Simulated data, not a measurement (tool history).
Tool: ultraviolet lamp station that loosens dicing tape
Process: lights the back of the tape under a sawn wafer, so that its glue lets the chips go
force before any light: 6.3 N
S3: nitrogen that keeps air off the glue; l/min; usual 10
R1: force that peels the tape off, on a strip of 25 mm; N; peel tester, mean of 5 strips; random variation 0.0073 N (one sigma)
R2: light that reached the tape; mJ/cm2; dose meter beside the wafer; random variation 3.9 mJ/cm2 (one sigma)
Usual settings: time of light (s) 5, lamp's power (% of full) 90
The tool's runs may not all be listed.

Run 1, hour 0: usual settings. Result: R1 0.282 N, R2 631 mJ/cm2.
Run 2, hour 6.8: usual settings. Result: R1 0.28 N, R2 626 mJ/cm2.
Run 3, hour 14.9: usual settings. Result: R1 0.285 N, R2 624 mJ/cm2.
Run 4, hour 22.4: usual settings. Result: R1 0.289 N, R2 620 mJ/cm2.
Run 5, hour 32.8: usual settings. Result: R1 0.298 N, R2 613 mJ/cm2.
Run 6, hour 46.7: usual settings. Result: R1 0.288 N, R2 613 mJ/cm2.
Run 7, hour 53.6: usual settings. Result: R1 0.304 N, R2 614 mJ/cm2.
Run 8, hour 62.2: usual settings. Result: R1 0.304 N, R2 605 mJ/cm2.
Run 9, hour 72.6: usual settings. Result: R1 0.29 N, R2 606 mJ/cm2.
Run 10, hour 83.3: usual settings but S3 13 l/min. Result: R1 0.267 N, R2 605 mJ/cm2.
Run 11, hour 91.7: usual settings but S3 13 l/min. Result: R1 0.276 N, R2 605 mJ/cm2.
Run 12, hour 100.8: usual settings but S3 6 l/min. Result: R1 0.385 N, R2 605 mJ/cm2.
Run 13, hour 109.2: usual settings but time of light (s) 2. Result: R1 1.449 N, R2 240 mJ/cm2.
Run 14, hour 123.3: usual settings but S3 11 l/min. Result: R1 0.299 N, R2 590 mJ/cm2.
Run 15, hour 131.9: usual settings but time of light (s) 3. Result: R1 0.78 N, R2 354 mJ/cm2.
Run 16, hour 143.3: usual settings but time of light (s) 3. Result: R1 0.753 N, R2 356 mJ/cm2.
Run 17, hour 156.8: usual settings but time of light (s) 3. Result: R1 0.782 N, R2 350 mJ/cm2.
Run 18, hour 164.1: usual settings but time of light (s) 3. Result: R1 0.763 N, R2 354 mJ/cm2.
Run 19, hour 176.6: usual settings but time of light (s) 3. Result: R1 0.808 N, R2 355 mJ/cm2.
Run 20, hour 187.1: usual settings but time of light (s) 6, lamp's power (% of full) 78, S3 14 l/min. Result: R1 0.269 N, R2 602 mJ/cm2.
Run 21, hour 199.8: usual settings but time of light (s) 3, S3 16 l/min. Result: R1 0.637 N, R2 353 mJ/cm2.
Run 22, hour 207: usual settings but time of light (s) 2, lamp's power (% of full) 61, S3 5 l/min. Result: R1 2.791 N, R2 156 mJ/cm2.
Run 23, hour 214.2: usual settings but time of light (s) 8, lamp's power (% of full) 64, S3 11 l/min. Result: R1 0.27 N, R2 656 mJ/cm2.
Run 24, hour 220.2: usual settings but time of light (s) 4, lamp's power (% of full) 73, S3 16 l/min. Result: R1 0.569 N, R2 372 mJ/cm2.
Run 25, hour 231.3: usual settings but time of light (s) 7, lamp's power (% of full) 62, S3 18 l/min. Result: R1 0.274 N, R2 552 mJ/cm2.
Run 26, hour 243.1: usual settings but time of light (s) 7, lamp's power (% of full) 62, S3 18 l/min. Result: R1 0.278 N, R2 554 mJ/cm2.
Run 27, hour 251: usual settings but time of light (s) 8, S3 3 l/min. Result: R1 0.268 N, R2 906 mJ/cm2.
Run 28, hour 257.1: usual settings but S3 11 l/min. Result: R1 0.318 N, R2 571 mJ/cm2.
Run 29, hour 265.2: usual settings but S3 11 l/min. Result: R1 0.308 N, R2 570 mJ/cm2.
Run 30, hour 273.1: usual settings but time of light (s) 2, S3 7 l/min. Result: R1 1.752 N, R2 227 mJ/cm2.
Run 31, hour 281: usual settings but time of light (s) 3. Result: R1 0.836 N, R2 340 mJ/cm2.
Run 32, hour 292.3: usual settings but time of light (s) 8, lamp's power (% of full) 80, S3 12 l/min. Result: R1 0.211 N, R2 810 mJ/cm2.
Run 33, hour 299.1: usual settings but time of light (s) 8, lamp's power (% of full) 80, S3 12 l/min. Result: R1 0.217 N, R2 795 mJ/cm2.
Run 34, hour 312.4: usual settings but time of light (s) 4, lamp's power (% of full) 84, S3 13 l/min. Result: R1 0.5 N, R2 416 mJ/cm2.

Some steps in R1 between neighbouring runs. How much of each would the tool show without its hidden state too (settings, what came in, random variation), and how much is left for the hidden state, with any gauge scatter that isn't in both results?
The hidden state here: lamp's light, % of a new lamp's; light that the window lets through, % of a clean one's; drift of the gauge itself on peel_n, %; drift of the gauge itself on dose_mj_cm2, %.
Run 21 -> 22: time of light (s) 3 -> 2, lamp's power (% of full) 90 -> 61, S3 16 -> 5. R1 +2.154 N: hidden state +0.171, all else +1.983.
Run 22 -> 23: time of light (s) 2 -> 8, lamp's power (% of full) 61 -> 64, S3 5 -> 11. R1 -2.521 N: hidden state -0.281, all else -2.24.
Run 29 -> 30: time of light (s) 5 -> 2, S3 11 -> 7. R1 +1.444 N: hidden state +0.277, all else +1.167.
Run 31 -> 32: time of light (s) 3 -> 8, lamp's power (% of full) 90 -> 80, S3 10 -> 12. R1 -0.625 N: hidden state -0.204, all else -0.421.
